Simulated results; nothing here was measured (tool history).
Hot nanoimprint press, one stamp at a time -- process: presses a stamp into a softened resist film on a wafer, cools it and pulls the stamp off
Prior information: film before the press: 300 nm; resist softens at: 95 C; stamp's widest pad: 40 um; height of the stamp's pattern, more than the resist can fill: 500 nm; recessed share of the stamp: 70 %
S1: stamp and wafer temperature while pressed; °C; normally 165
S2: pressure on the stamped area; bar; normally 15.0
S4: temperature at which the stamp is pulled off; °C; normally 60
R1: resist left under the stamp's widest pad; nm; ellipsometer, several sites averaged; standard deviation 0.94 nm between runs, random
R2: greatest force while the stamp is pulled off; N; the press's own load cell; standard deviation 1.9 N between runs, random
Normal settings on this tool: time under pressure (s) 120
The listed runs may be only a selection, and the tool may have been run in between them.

{"run": 1, "hour": 0.0, "S1": 165, "S2": 15.0, "time under pressure (s)": 120, "S4": 60, "R1": 159.1, "R2": 168}
{"run": 2, "hour": 18.8, "S1": 165, "S2": 15.0, "time under pressure (s)": 225, "S4": 60, "R1": 129.1, "R2": 167}
{"run": 3, "hour": 38.8, "S1": 165, "S2": 9.1, "time under pressure (s)": 225, "S4": 60, "R1": 166.7, "R2": 172}
{"run": 4, "hour": 75.2, "S1": 165, "S2": 15.0, "time under pressure (s)": 120, "S4": 47, "R1": 161.0, "R2": 203}
{"hour": 122.1, "done": "stamp cleaned and given a new release coat"}
{"run": 5, "hour": 122.1, "S1": 165, "S2": 18.1, "time under pressure (s)": 120, "S4": 47, "R1": 144.7, "R2": 189}
{"hour": 163.1, "done": "plate thermocouple calibrated"}
{"run": 6, "hour": 167.4, "S1": 165, "S2": 18.1, "time under pressure (s)": 120, "S4": 47, "R1": 140.0, "R2": 179}
{"run": 7, "hour": 198.6, "S1": 165, "S2": 15.0, "time under pressure (s)": 120, "S4": 58, "R1": 156.2, "R2": 164}
{"run": 8, "hour": 225.8, "S1": 165, "S2": 15.0, "time under pressure (s)": 120, "S4": 58, "R1": 155.1, "R2": 165}
{"run": 9, "hour": 268.4, "S1": 165, "S2": 15.0, "time under pressure (s)": 120, "S4": 60, "R1": 157.2, "R2": 160}
{"run": 10, "hour": 300.8, "S1": 165, "S2": 15.0, "time under pressure (s)": 120, "S4": 60, "R1": 158.0, "R2": 165}
{"run": 11, "hour": 338.0, "S1": 165, "S2": 15.0, "time under pressure (s)": 120, "S4": 60, "R1": 156.7, "R2": 168}
{"run": 12, "hour": 371.9, "S1": 165, "S2": 15.0, "time under pressure (s)": 120, "S4": 60, "R1": 158.2, "R2": 171}
{"run": 13, "hour": 405.7, "S1": 165, "S2": 15.0, "time under pressure (s)": 120, "S4": 60, "R1": 158.6, "R2": 169}
{"run": 14, "hour": 435.4, "S1": 165, "S2": 15.0, "time under pressure (s)": 120, "S4": 60, "R1": 158.9, "R2": 172}
{"run": 15, "hour": 476.3, "S1": 165, "S2": 15.0, "time under pressure (s)": 120, "S4": 60, "R1": 160.8, "R2": 174}
{"run": 16, "hour": 510.7, "S1": 165, "S2": 15.0, "time under pressure (s)": 120, "S4": 46, "R1": 161.0, "R2": 207}
{"hour": 520.6, "done": "stamp cleaned and given a new release coat"}
{"run": 17, "hour": 534.8, "S1": 165, "S2": 15.0, "time under pressure (s)": 120, "S4": 46, "R1": 161.7, "R2": 189}
{"run": 18, "hour": 553.4, "S1": 165, "S2": 15.0, "time under pressure (s)": 120, "S4": 46, "R1": 160.7, "R2": 188}
{"run": 19, "hour": 572.5, "S1": 160, "S2": 15.0, "time under pressure (s)": 120, "S4": 46, "R1": 197.3, "R2": 186}
{"run": 20, "hour": 606.7, "S1": 160, "S2": 15.0, "time under pressure (s)": 112, "S4": 46, "R1": 201.8, "R2": 195}
{"run": 21, "hour": 650.5, "S1": 171, "S2": 15.0, "time under pressure (s)": 120, "S4": 62, "R1": 124.1, "R2": 160}
{"hour": 667.5, "done": "plate thermocouple calibrated"}
{"run": 22, "hour": 685.0, "S1": 165, "S2": 16.0, "time under pressure (s)": 100, "S4": 60, "R1": 158.7, "R2": 163}
{"run": 23, "hour": 712.4, "S1": 165, "S2": 16.0, "time under pressure (s)": 100, "S4": 60, "R1": 159.0, "R2": 163}
{"run": 24, "hour": 737.6, "S1": 158, "S2": 16.0, "time under pressure (s)": 230, "S4": 60, "R1": 167.2, "R2": 168}
{"run": 25, "hour": 768.0, "S1": 158, "S2": 16.0, "time under pressure (s)": 230, "S4": 60, "R1": 168.9, "R2": 167}
{"run": 26, "hour": 799.9, "S1": 158, "S2": 16.0, "time under pressure (s)": 230, "S4": 60, "R1": 170.1, "R2": 169}
{"run": 27, "hour": 840.5, "S1": 158, "S2": 16.0, "time under pressure (s)": 230, "S4": 60, "R1": 168.0, "R2": 173}
{"run": 28, "hour": 861.5, "S1": 158, "S2": 16.0, "time under pressure (s)": 230, "S4": 60, "R1": 170.0, "R2": 171}
{"run": 29, "hour": 889.5, "S1": 165, "S2": 15.0, "time under pressure (s)": 83, "S4": 60, "R1": 177.3, "R2": 171}
{"hour": 919.2, "done": "stamp cleaned and given a new release coat"}
{"run": 30, "hour": 933.0, "S1": 165, "S2": 16.8, "time under pressure (s)": 155, "S4": 60, "R1": 137.5, "R2": 160}

Here are 4 independent what-if runs from the current tool condition. What would each one return?
{"run": "A", "hour": 968.5, "S1": 165, "S2": 12.6, "time under pressure (s)": 120, "S4": 60, "R1": "?", "R2": "?"}
{"run": "B", "hour": 968.5, "S1": 175, "S2": 19.0, "time under pressure (s)": 87, "S4": 60, "R1": "?", "R2": "?"}
{"run": "C", "hour": 968.5, "S1": 170, "S2": 21.8, "time under pressure (s)": 155, "S4": 60, "R1": "?", "R2": "?"}
{"run": "D", "hour": 968.5, "S1": 165, "S2": 9.7, "time under pressure (s)": 205, "S4": 63, "R1": "?", "R2": "?"}

run=A R1=174.6 R2=159
run=B R1=100.2 R2=158
run=C R1=95.4 R2=158
run=D R1=165.7 R2=152
Stripped of hidden state, with their random variation kept, the same runs would have yielded:
run=A R1=169.3 R2=156
run=B R1=96.3 R2=154
run=C R1=91.3 R2=155
run=D R1=160.9 R2=149
